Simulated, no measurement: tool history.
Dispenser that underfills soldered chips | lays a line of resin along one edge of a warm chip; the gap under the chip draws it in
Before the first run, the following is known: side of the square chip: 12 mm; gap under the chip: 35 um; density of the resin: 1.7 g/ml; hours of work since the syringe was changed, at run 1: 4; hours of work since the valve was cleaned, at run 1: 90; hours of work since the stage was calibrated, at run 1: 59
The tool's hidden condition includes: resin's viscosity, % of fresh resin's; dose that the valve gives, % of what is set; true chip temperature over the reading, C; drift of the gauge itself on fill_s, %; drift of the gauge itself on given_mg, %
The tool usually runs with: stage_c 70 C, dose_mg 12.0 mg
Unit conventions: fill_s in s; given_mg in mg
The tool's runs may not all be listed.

run   hour  stage_c  dose_mg  hours of work since the syringe was changed  hours of work since the valve was cleaned  hours of work since the stage was calibrated  fill_s  given_mg
  1    0.0       70     12.0                                            4                                         90                                            59   201.6     11.17
       6.1  -- new syringe of resin
  2   15.5       70     12.0                                            7                                        101                                            69   232.5     11.12
      19.1  -- new syringe of resin
  3   25.6       70     12.0                                            5                                        108                                            76   207.0     10.97
      29.6  -- dispensing valve cleaned and set on the balance
      33.1  -- new syringe of resin
  4   37.6       70     12.0                                            3                                          5                                            84   182.0     11.95
      44.9  -- new syringe of resin
  5   51.1       70     11.3                                            4                                         15                                            93   197.6     11.28
      57.6  -- new syringe of resin
  6   60.3       70     12.0                                            2                                         21                                            99   166.2     11.71
      69.9  -- new syringe of resin
  7   74.7       70     12.0                                            3                                         31                                           109   180.8     11.75
      82.8  -- new syringe of resin
  8   90.0       70     12.0                                            5                                         41                                           119   207.5     11.62
      94.8  -- new syringe of resin
  9   96.8       70     10.7                                            1                                         46                                           124   165.8     10.30
 10  103.0       70     12.0                                            6                                         50                                           128   225.4     11.47
     106.6  -- new syringe of resin
 11  117.7       70     12.0                                            8                                         60                                           138   258.9     11.46
     118.7  -- new syringe of resin
 12  126.5       70     12.0                                            5                                         66                                           144   218.2     11.27
     130.9  -- new syringe of resin
 13  133.4       64     12.4                                            2                                         70                                           149   205.8     11.68
     142.8  -- new syringe of resin
 14  145.4       64     12.4                                            2                                         79                                           157   207.0     11.60
 15  152.4       64     12.4                                            7                                         84                                           162   297.2     11.70
     154.8  -- new syringe of resin
 16  161.5       76     12.0                                            5                                         90                                           168   169.4     11.23
     167.0  -- new syringe of resin
 17  176.0       76     12.0                                            6                                        100                                           178   184.6     11.09
     178.9  -- new syringe of resin
 18  187.1       64     12.1                                            6                                        107                                           185   275.1     10.97
     191.6  -- new syringe of resin
     192.6  -- dispensing valve cleaned and set on the balance
 19  203.4       67     11.3                                            7                                          7                                           196   277.9     11.14
     204.9  -- new syringe of resin
 20  210.5       67     11.3                                            4                                         12                                           201   222.6     11.14
     216.8  -- new syringe of resin
 21  222.1       73     12.0                                            4                                         20                                           208   168.4     11.86
     229.0  -- new syringe of resin
 22  237.5       73     12.0                                            6                                         31                                           219   202.7     11.72
     241.2  -- new syringe of resin
 23  246.3       73     12.0                                            4                                         37                                           225   171.6     11.68

Below, some changes in fill_s between adjacent runs. For each, the amount present without the hidden state too (settings, incoming material, random variation) and the amount remaining for the hidden state with gauge scatter not shared by both compared results:
Run 14 -> 15: no setting touched and nothing written in the log between the runs. fill_s +90.2 s: hidden state +91.0, all else -0.8.
Run 15 -> 16: stage_c 64 -> 76, dose_mg 12.4 -> 12.0, new syringe of resin. fill_s -127.8 s: hidden state -70.1, all else -57.7.
Run 17 -> 18: stage_c 76 -> 64, dose_mg 12.0 -> 12.1, new syringe of resin. fill_s +90.5 s: hidden state +32.4, all else +58.1.
